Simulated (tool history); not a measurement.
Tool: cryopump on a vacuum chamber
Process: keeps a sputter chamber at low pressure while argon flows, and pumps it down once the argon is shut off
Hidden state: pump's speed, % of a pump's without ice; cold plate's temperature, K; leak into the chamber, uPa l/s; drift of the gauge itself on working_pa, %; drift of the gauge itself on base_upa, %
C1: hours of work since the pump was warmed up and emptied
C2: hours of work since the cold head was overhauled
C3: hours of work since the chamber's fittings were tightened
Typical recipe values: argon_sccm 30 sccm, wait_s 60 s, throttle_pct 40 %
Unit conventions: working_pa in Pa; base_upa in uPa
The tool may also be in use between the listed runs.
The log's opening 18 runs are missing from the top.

{"run": 19, "day": 25.292, "argon_sccm": 16, "wait_s": 96, "throttle_pct": 40, "C1": 178, "C2": 557, "C3": 1343, "working_pa": 0.0426, "base_upa": 1.82}
{"run": 20, "day": 27.171, "argon_sccm": 45, "wait_s": 234, "throttle_pct": 15, "C1": 202, "C2": 581, "C3": 1367, "working_pa": 0.3094, "base_upa": 1.62}
{"run": 21, "day": 28.1, "argon_sccm": 12, "wait_s": 234, "throttle_pct": 15, "C1": 214, "C2": 592, "C3": 1379, "working_pa": 0.0817, "base_upa": 1.67}
{"run": 22, "day": 29.788, "argon_sccm": 39, "wait_s": 80, "throttle_pct": 30, "C1": 235, "C2": 613, "C3": 1400, "working_pa": 0.1402, "base_upa": 2.03}
{"run": 23, "day": 31.554, "argon_sccm": 25, "wait_s": 60, "throttle_pct": 45, "C1": 257, "C2": 636, "C3": 1422, "working_pa": 0.0611, "base_upa": 2.35}
{"run": 24, "day": 33.5, "argon_sccm": 12, "wait_s": 51, "throttle_pct": 58, "C1": 282, "C2": 660, "C3": 1447, "working_pa": 0.0238, "base_upa": 2.43}
{"run": 25, "day": 35.017, "argon_sccm": 13, "wait_s": 60, "throttle_pct": 33, "C1": 301, "C2": 679, "C3": 1466, "working_pa": 0.044, "base_upa": 2.38}
{"run": 26, "day": 36.779, "argon_sccm": 13, "wait_s": 60, "throttle_pct": 33, "C1": 323, "C2": 702, "C3": 1488, "working_pa": 0.0432, "base_upa": 2.43}
{"run": 27, "day": 38.246, "argon_sccm": 24, "wait_s": 46, "throttle_pct": 35, "C1": 341, "C2": 720, "C3": 1506, "working_pa": 0.0766, "base_upa": 2.71}
{"run": 28, "day": 39.371, "argon_sccm": 24, "wait_s": 46, "throttle_pct": 23, "C1": 356, "C2": 734, "C3": 1521, "working_pa": 0.1124, "base_upa": 2.74}
{"day": 41.442, "done": "pump warmed up, emptied and cooled again"}
{"run": 29, "day": 41.642, "argon_sccm": 24, "wait_s": 97, "throttle_pct": 23, "C1": 3, "C2": 760, "C3": 1547, "working_pa": 0.1051, "base_upa": 1.82}
{"run": 30, "day": 42.562, "argon_sccm": 21, "wait_s": 60, "throttle_pct": 40, "C1": 14, "C2": 772, "C3": 1558, "working_pa": 0.054, "base_upa": 2.22}
{"run": 31, "day": 43.629, "argon_sccm": 23, "wait_s": 24, "throttle_pct": 17, "C1": 28, "C2": 785, "C3": 1572, "working_pa": 0.1361, "base_upa": 3.26}
{"run": 32, "day": 44.667, "argon_sccm": 18, "wait_s": 24, "throttle_pct": 34, "C1": 41, "C2": 798, "C3": 1585, "working_pa": 0.0532, "base_upa": 3.2}
{"run": 33, "day": 45.804, "argon_sccm": 18, "wait_s": 36, "throttle_pct": 55, "C1": 55, "C2": 813, "C3": 1599, "working_pa": 0.0336, "base_upa": 2.66}

Forecast each of these 4 alternatives for the next run:
{"run": "A", "day": 47.092, "argon_sccm": 38, "wait_s": 156, "throttle_pct": 31, "C1": 71, "C2": 829, "C3": 1615, "working_pa": "?", "base_upa": "?"}
{"run": "B", "day": 47.092, "argon_sccm": 45, "wait_s": 60, "throttle_pct": 40, "C1": 71, "C2": 829, "C3": 1615, "working_pa": "?", "base_upa": "?"}
{"run": "C", "day": 47.092, "argon_sccm": 30, "wait_s": 67, "throttle_pct": 21, "C1": 71, "C2": 829, "C3": 1615, "working_pa": "?", "base_upa": "?"}
{"run": "D", "day": 47.092, "argon_sccm": 19, "wait_s": 36, "throttle_pct": 55, "C1": 71, "C2": 829, "C3": 1615, "working_pa": "?", "base_upa": "?"}

run=A working_pa=0.1246 base_upa=1.8
run=B working_pa=0.1173 base_upa=2.21
run=C working_pa=0.1461 base_upa=2.11
run=D working_pa=0.0352 base_upa=2.64
With the hidden condition removed and each run's random variation left untouched, the same runs would have given:
run=A working_pa=0.1219 base_upa=0.46
run=B working_pa=0.114 base_upa=0.88
run=C working_pa=0.1439 base_upa=0.78
run=D working_pa=0.0339 base_upa=1.32
